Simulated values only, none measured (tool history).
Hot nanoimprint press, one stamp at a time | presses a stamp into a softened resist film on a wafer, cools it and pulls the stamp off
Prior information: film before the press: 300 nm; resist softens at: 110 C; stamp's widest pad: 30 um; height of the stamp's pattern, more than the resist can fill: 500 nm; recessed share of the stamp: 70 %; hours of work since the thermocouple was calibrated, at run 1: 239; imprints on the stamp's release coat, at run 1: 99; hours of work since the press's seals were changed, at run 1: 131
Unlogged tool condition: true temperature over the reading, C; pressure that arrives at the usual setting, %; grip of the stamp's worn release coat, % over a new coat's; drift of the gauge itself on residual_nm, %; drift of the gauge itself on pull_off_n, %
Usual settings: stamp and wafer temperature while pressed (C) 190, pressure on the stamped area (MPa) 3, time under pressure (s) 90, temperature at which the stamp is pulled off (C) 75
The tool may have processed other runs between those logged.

run   hour  stamp and wafer temperature while pressed (C)  pressure on the stamped area (MPa)  time under pressure (s)  temperature at which the stamp is pulled off (C)  hours of work since the thermocouple was calibrated  imprints on the stamp's release coat  hours of work since the press's seals were changed  resist left under the stamp's widest pad (Å)  greatest force while the stamp is pulled off (N)
  1      0                                            190                                   3                       90                                                75                                                  239                                    99                                                 131                                          1586                                             179.1
  2    9.6                                            190                                   3                       90                                                75                                                  244                                   135                                                 136                                          1593                                               181
  3   17.7                                            190                                   3                       90                                                75                                                  249                                   167                                                 141                                          1587                                             180.5
  4   26.5                                            190                                   3                       90                                                79                                                  254                                   201                                                 146                                          1588                                               172
  5   36.1                                            181                                   3                       90                                                79                                                  260                                   237                                                 152                                          2150                                             172.3
  6   40.2                                            181                                   3                       90                                                79                                                  262                                   253                                                 154                                          2152                                             173.5
  7   49.8                                            181                                   3                       90                                                79                                                  268                                   290                                                 160                                          2148                                             174.6
  8   56.2                                            181                                   3                       90                                                79                                                  271                                   315                                                 163                                          2157                                             175.4
  9     61                                            181                                   3                       90                                                79                                                  274                                   333                                                 166                                          2141                                             174.7
 10   66.6                                            191                                   3                       90                                                79                                                  277                                   354                                                 169                                          1536                                             175.6
 11   74.2                                            190                                   3                       90                                                76                                                  282                                   384                                                 174                                          1589                                             184.8
 12   80.1                                            190                                1.86                       90                                                75                                                  285                                   406                                                 177                                          1868                                             185.5
 13   89.3                                            190                                1.86                       90                                                75                                                  290                                   441                                                 183                                          1869                                             187.5
 14     95                                            190                                1.86                       90                                                75                                                  294                                   463                                                 186                                          1867                                             186.9
 15   99.5                                            190                                   3                       90                                                63                                                  296                                   481                                                 189                                          1589                                             218.7
 16  107.1                                            190                                4.58                       90                                                77                                                  301                                   510                                                 193                                          1360                                             183.1
 17  111.4                                            181                                2.92                      170                                                70                                                  303                                   526                                                 195                                          1820                                             201.3
     115.2  -- plate thermocouple calibrated
 18  120.9                                            190                                   3                       54                                                76                                                    3                                   551                                                 199                                          1897                                             187.9
       128  -- stamp cleaned and given a new release coat
 19  133.8                                            190                                   3                      107                                                75                                                    7                                    23                                                 203                                          1505                                               178
     138.4  -- plate thermocouple calibrated, once more
 20    141                                            190                                   3                       90                                                78                                                    2                                    39                                                 206                                          1568                                             170.3
 21  150.3                                            190                                3.68                       52                                                75                                                    7                                    75                                                 211                                          1767                                               178
 22  156.3                                            190                                3.68                       52                                                75                                                   10                                    97                                                 214                                          1764                                             177.7
 23  165.7                                            190                                3.18                       52                                                75                                                   16                                   133                                                 220                                          1851                                             178.5
 24  174.2                                            190                                3.18                       52                                                75                                                   21                                   166                                                 225                                          1860                                             180.7
 25  181.4                                            190                                   3                       67                                                75                                                   25                                   194                                                 229                                          1741                                             180.7
 26  186.9                                            197                                   3                       67                                                75                                                   28                                   215                                                 232                                          1355                                             181.2
 27  193.2                                            190                                   3                      101                                                73                                                   32                                   239                                                 236                                          1503                                             187.4
 28  200.5                                            190                                   3                      101                                                73                                                   36                                   267                                                 240                                          1510                                             187.5
 29  205.9                                            190                                3.41                      101                                                71                                                   39                                   288                                                 243                                          1435                                             192.8

Alternative continuations, all from the tool just after run 29; predict every row:
  A  215.1                                            190                                2.13                       90                                                79                                                   44                                   323                                                 248                                             ?                                                 ?
  B  215.1                                            190                                3.91                       55                                                63                                                   44                                   323                                                 248                                             ?                                                 ?
  C  215.1                                            190                                 2.7                       91                                                69                                                   44                                   323                                                 248                                             ?                                                 ?
  D  215.1                                            190                                   3                       87                                                75                                                   44                                   323                                                 248                                             ?                                                 ?
  E  215.1                                            183                                3.41                       60                                                65                                                   44                                   323                                                 248                                             ?                                                 ?

run  resist left under the stamp's widest pad (Å)  greatest force while the stamp is pulled off (N)
  A                                          1767                                             174.8
  B                                          1717                                             214.9
  C                                          1623                                             198.1
  D                                          1596                                               184
  E                                          2156                                             207.6
The same runs, with their run-to-run variation unchanged, on a tool lacking any hidden condition would have given:
run  resist left under the stamp's widest pad (Å)  greatest force while the stamp is pulled off (N)
  A                                          1752                                             167.3
  B                                          1697                                             205.8
  C                                          1606                                             189.7
  D                                          1578                                             176.2
  E                                          2138                                             198.8

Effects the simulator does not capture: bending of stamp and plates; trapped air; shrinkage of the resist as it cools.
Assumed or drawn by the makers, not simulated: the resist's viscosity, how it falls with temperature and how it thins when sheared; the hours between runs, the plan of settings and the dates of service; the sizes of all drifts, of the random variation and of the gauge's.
